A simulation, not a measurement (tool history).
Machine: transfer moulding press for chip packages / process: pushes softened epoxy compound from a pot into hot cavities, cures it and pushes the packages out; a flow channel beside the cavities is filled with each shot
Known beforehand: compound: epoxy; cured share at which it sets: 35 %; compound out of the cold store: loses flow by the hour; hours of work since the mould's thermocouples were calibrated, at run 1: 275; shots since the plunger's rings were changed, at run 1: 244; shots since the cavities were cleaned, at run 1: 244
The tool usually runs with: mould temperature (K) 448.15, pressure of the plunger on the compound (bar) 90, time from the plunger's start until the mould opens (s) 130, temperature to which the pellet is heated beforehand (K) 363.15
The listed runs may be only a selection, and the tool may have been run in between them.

| run | hour | mould temperature (K) | pressure of the plunger on the compound (bar) | time from the plunger's start until the mould opens (s) | temperature to which the pellet is heated beforehand (K) | hours of work since the mould's thermocouples were calibrated | shots since the plunger's rings were changed | shots since the cavities were cleaned | incoming compound's hours out of the cold store | length that the compound runs in the flow channel (mm) | greatest force on the pins that push the packages out (N) |
|---|---|---|---|---|---|---|---|---|---|---|---|
| 1 | 0 | 448.15 | 90 | 130 | 363.15 | 275 | 244 | 244 | 35.5 | 768 | 452 |
| 2 | 19.7 | 448.15 | 90 | 130 | 363.15 | 286 | 398 | 398 | 27.1 | 799 | 506 |
|  | 39 | cavities cleaned with cleaning compound and waxed |
| 3 | 41.6 | 448.15 | 90 | 130 | 363.15 | 298 | 557 | 21 | 17.5 | 818 | 383 |
| 4 | 55.4 | 448.15 | 90 | 130 | 363.15 | 305 | 664 | 128 | 27.5 | 779 | 422 |
| 5 | 75.6 | 448.15 | 90 | 130 | 363.15 | 317 | 821 | 285 | 22.8 | 805 | 479 |
| 6 | 98.3 | 448.15 | 90 | 130 | 373.15 | 329 | 997 | 461 | 40.2 | 746 | 496 |
|  | 109.9 | cavities cleaned with cleaning compound and waxed |
| 7 | 119.9 | 448.15 | 90 | 130 | 373.15 | 341 | 1154 | 78 | 31.4 | 772 | 374 |
| 8 | 137.2 | 448.15 | 90 | 130 | 363.15 | 350 | 1289 | 213 | 40.6 | 744 | 452 |
| 9 | 165 | 441.15 | 90 | 130 | 363.15 | 366 | 1506 | 430 | 9.2 | 848 | 804 |
| 10 | 176.8 | 441.15 | 90 | 130 | 363.15 | 372 | 1597 | 521 | 9.4 | 841 | 846 |
|  | 180.6 | cavities cleaned with cleaning compound and waxed |
| 11 | 204.3 | 448.15 | 90 | 130 | 363.15 | 387 | 1800 | 185 | 22 | 778 | 447 |
| 12 | 217.3 | 448.15 | 90 | 130 | 363.15 | 394 | 1901 | 286 | 12.9 | 819 | 470 |
| 13 | 238.4 | 448.15 | 72 | 130 | 363.15 | 406 | 2065 | 450 | 37.6 | 658 | 490 |
|  | 250.6 | cavities cleaned with cleaning compound and waxed |
| 14 | 256.7 | 448.15 | 72 | 130 | 363.15 | 415 | 2196 | 48 | 41 | 654 | 364 |
| 15 | 282.7 | 444.15 | 75.1 | 130 | 365.15 | 430 | 2398 | 250 | 24.5 | 709 | 581 |
| 16 | 300.5 | 444.15 | 75.1 | 130 | 365.15 | 440 | 2537 | 389 | 15 | 739 | 635 |
|  | 321.3 | cavities cleaned with cleaning compound and waxed |
| 17 | 325.7 | 444.15 | 75.1 | 130 | 365.15 | 453 | 2721 | 34 | 13.6 | 744 | 479 |
| 18 | 351.9 | 444.15 | 94.6 | 127 | 365.15 | 467 | 2925 | 238 | 43.2 | 742 | 559 |
| 19 | 367.1 | 448.15 | 91.4 | 122 | 363.15 | 476 | 3043 | 356 | 39.1 | 719 | 507 |
|  | 391.3 | cavities cleaned with cleaning compound and waxed |
| 20 | 394.8 | 448.15 | 91.4 | 122 | 370.15 | 491 | 3247 | 27 | 25.4 | 766 | 382 |
| 21 | 409.4 | 448.15 | 91.4 | 122 | 370.15 | 499 | 3361 | 141 | 37.6 | 734 | 435 |
| 22 | 426.8 | 448.15 | 91.4 | 115 | 372.15 | 508 | 3497 | 277 | 16.3 | 786 | 569 |
| 23 | 450.3 | 448.15 | 76.6 | 130 | 356.15 | 522 | 3680 | 460 | 43.1 | 655 | 480 |
|  | 461.8 | cavities cleaned with cleaning compound and waxed |
| 24 | 472.8 | 448.15 | 71.5 | 130 | 373.15 | 533 | 3843 | 86 | 26.7 | 669 | 388 |
| 25 | 485.7 | 448.15 | 71.5 | 130 | 373.15 | 540 | 3943 | 186 | 40.7 | 635 | 406 |
| 26 | 499.9 | 448.15 | 108.5 | 141 | 366.15 | 548 | 4054 | 297 | 38.1 | 784 | 395 |
| 27 | 519.8 | 448.15 | 108.5 | 141 | 366.15 | 559 | 4209 | 452 | 15.1 | 847 | 438 |
|  | 532.9 | cavities cleaned with cleaning compound and waxed |
| 28 | 533.9 | 441.15 | 99.2 | 145 | 361.15 | 566 | 4307 | 8 | 23.4 | 793 | 448 |

4 ways to go on from here, each from the tool as it stands after run 28. What would each give?
| A | 557.5 | 448.15 | 91.8 | 136 | 372.15 | 580 | 4490 | 191 | 39.6 | ? | ? |
| B | 557.5 | 455.15 | 90 | 115 | 367.15 | 580 | 4490 | 191 | 33.2 | ? | ? |
| C | 557.5 | 450.15 | 90.9 | 145 | 361.15 | 580 | 4490 | 191 | 26.3 | ? | ? |
| D | 557.5 | 441.15 | 86.2 | 121 | 367.15 | 580 | 4490 | 191 | 43.5 | ? | ? |

| run | length that the compound runs in the flow channel (mm) | greatest force on the pins that push the packages out (N) |
|---|---|---|
| A | 714 | 392 |
| B | 712 | 375 |
| C | 747 | 359 |
| D | 691 | 723 |
Take away the tool's hidden state, keep each run's random variation, and the runs would have read:
| run | length that the compound runs in the flow channel (mm) | greatest force on the pins that push the packages out (N) |
|---|---|---|
| A | 774 | 321 |
| B | 770 | 305 |
| C | 809 | 291 |
| D | 748 | 611 |

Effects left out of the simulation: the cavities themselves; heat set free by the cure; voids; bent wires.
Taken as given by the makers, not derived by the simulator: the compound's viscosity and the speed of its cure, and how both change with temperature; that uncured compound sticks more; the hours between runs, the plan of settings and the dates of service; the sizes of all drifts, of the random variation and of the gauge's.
